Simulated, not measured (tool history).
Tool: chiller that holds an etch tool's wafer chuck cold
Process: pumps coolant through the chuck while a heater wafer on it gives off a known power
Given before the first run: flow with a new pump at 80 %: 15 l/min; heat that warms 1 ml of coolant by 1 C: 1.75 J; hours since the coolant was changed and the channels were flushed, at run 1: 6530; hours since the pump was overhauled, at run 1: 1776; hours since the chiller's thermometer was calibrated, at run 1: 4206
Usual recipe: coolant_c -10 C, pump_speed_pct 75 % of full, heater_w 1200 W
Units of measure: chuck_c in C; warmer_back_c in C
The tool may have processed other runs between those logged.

run,hour,coolant_c,pump_speed_pct,heater_w,hours since the coolant was changed and the channels were flushed,hours since the pump was overhauled,hours since the chiller's thermometer was calibrated,chuck_c,warmer_back_c
1,0.0,-10,75,1200,6530,1776,4206,2.0,2.99
2,74.8,-10,75,1200,6604,1851,4280,2.2,3.01
# hour 140.6: coolant changed, channels flushed
3,160.2,-10,75,1200,20,1930,4360,0.3,2.96
# hour 246.7: chiller's thermometer calibrated
4,246.7,-10,75,1200,105,2016,0,-0.3,3.05
5,349.4,-10,75,1200,208,2119,103,-0.3,3.02
6,407.1,-10,75,1200,266,2176,160,-0.2,3.00
7,502.7,-10,75,1200,361,2272,256,-0.3,3.00
8,581.5,-10,75,1200,440,2351,335,-0.2,2.99
9,677.6,-10,75,1200,536,2447,431,-0.3,3.01
10,772.5,-10,75,1200,631,2542,526,0.0,3.01
11,838.6,-3,85,768,697,2608,592,2.7,1.70
12,915.4,-10,89,663,774,2685,669,-5.3,1.37
13,995.4,-10,89,663,854,2764,749,-5.2,1.35
14,1109.8,-10,75,1715,968,2879,863,4.3,4.29
15,1181.3,-20,71,776,1040,2950,935,-13.2,2.05
16,1286.4,-20,71,776,1145,3056,1040,-13.1,2.09
17,1345.4,-20,71,776,1204,3115,1099,-13.2,2.13
18,1406.7,0,71,776,1265,3176,1160,6.9,2.05
19,1458.6,0,71,776,1317,3228,1212,7.0,2.14
20,1551.3,0,71,776,1410,3320,1305,7.0,2.06

Predict each of these 4 candidate next runs independently; none follows another, all start after run 20:
A,1645.6,-16,71,776,1504,3415,1399,?,?
B,1645.6,-11,78,776,1504,3415,1399,?,?
C,1645.6,-14,63,776,1504,3415,1399,?,?
D,1645.6,0,80,776,1504,3415,1399,?,?

run,chuck_c,warmer_back_c
A,-9.1,2.09
B,-4.4,1.89
C,-6.0,2.38
D,6.3,1.82
With no hidden state in the tool, these same runs would have given:
run,chuck_c,warmer_back_c
A,-9.7,2.02
B,-5.0,1.82
C,-6.7,2.29
D,5.8,1.76

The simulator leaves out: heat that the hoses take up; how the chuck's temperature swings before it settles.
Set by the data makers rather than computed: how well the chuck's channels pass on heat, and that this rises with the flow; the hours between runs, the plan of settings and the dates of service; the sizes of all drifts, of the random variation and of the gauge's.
